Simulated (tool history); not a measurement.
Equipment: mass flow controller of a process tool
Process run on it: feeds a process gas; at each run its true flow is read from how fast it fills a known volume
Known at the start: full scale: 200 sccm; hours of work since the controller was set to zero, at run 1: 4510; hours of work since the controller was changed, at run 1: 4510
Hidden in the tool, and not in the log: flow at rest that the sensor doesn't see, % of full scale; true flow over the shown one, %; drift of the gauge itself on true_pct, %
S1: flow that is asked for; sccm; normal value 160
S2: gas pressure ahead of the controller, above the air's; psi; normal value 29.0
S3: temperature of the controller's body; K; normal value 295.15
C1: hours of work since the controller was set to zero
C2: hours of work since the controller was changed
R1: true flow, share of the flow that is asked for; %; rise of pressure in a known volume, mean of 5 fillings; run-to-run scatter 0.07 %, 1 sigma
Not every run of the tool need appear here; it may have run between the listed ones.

| run | hour | S1 | S2 | S3 | C1 | C2 | R1 |
|---|---|---|---|---|---|---|---|
| 1 | 0.0 | 160 | 29.0 | 295.15 | 4510 | 4510 | 100.62 |
| 2 | 352.5 | 160 | 29.0 | 295.15 | 4633 | 4633 | 100.69 |
| 3 | 656.9 | 160 | 29.0 | 295.15 | 4739 | 4739 | 100.53 |
| 4 | 972.5 | 160 | 29.0 | 295.15 | 4849 | 4849 | 100.86 |
| 5 | 1284.8 | 160 | 29.0 | 295.15 | 4958 | 4958 | 100.87 |
| 6 | 1758.4 | 160 | 29.0 | 295.15 | 5123 | 5123 | 100.78 |
| 7 | 2078.0 | 160 | 29.0 | 295.15 | 5234 | 5234 | 100.78 |
| 8 | 2325.3 | 160 | 29.0 | 294.15 | 5321 | 5321 | 100.76 |
| 9 | 2719.7 | 160 | 29.0 | 294.15 | 5458 | 5458 | 100.78 |
| 10 | 3085.2 | 160 | 29.0 | 294.15 | 5586 | 5586 | 100.96 |
|  | 3127.2 | controller's zero set anew |
| 11 | 3563.0 | 160 | 29.0 | 294.15 | 152 | 5752 | 101.73 |
| 12 | 3971.1 | 58 | 29.0 | 294.15 | 294 | 5895 | 104.36 |
| 13 | 4299.6 | 58 | 27.1 | 294.15 | 409 | 6009 | 104.41 |
| 14 | 4649.0 | 43 | 29.0 | 310.15 | 531 | 6131 | 108.17 |

What will run 15 give?
| 15 | 4906.9 | 132 | 35.1 | 296.15 | 621 | 6221 | ? |

Run 15 measured R1 102.48 %.
Were there no unlogged condition in the tool, this run, its random variation unchanged, would have produced R1 99.14 %.
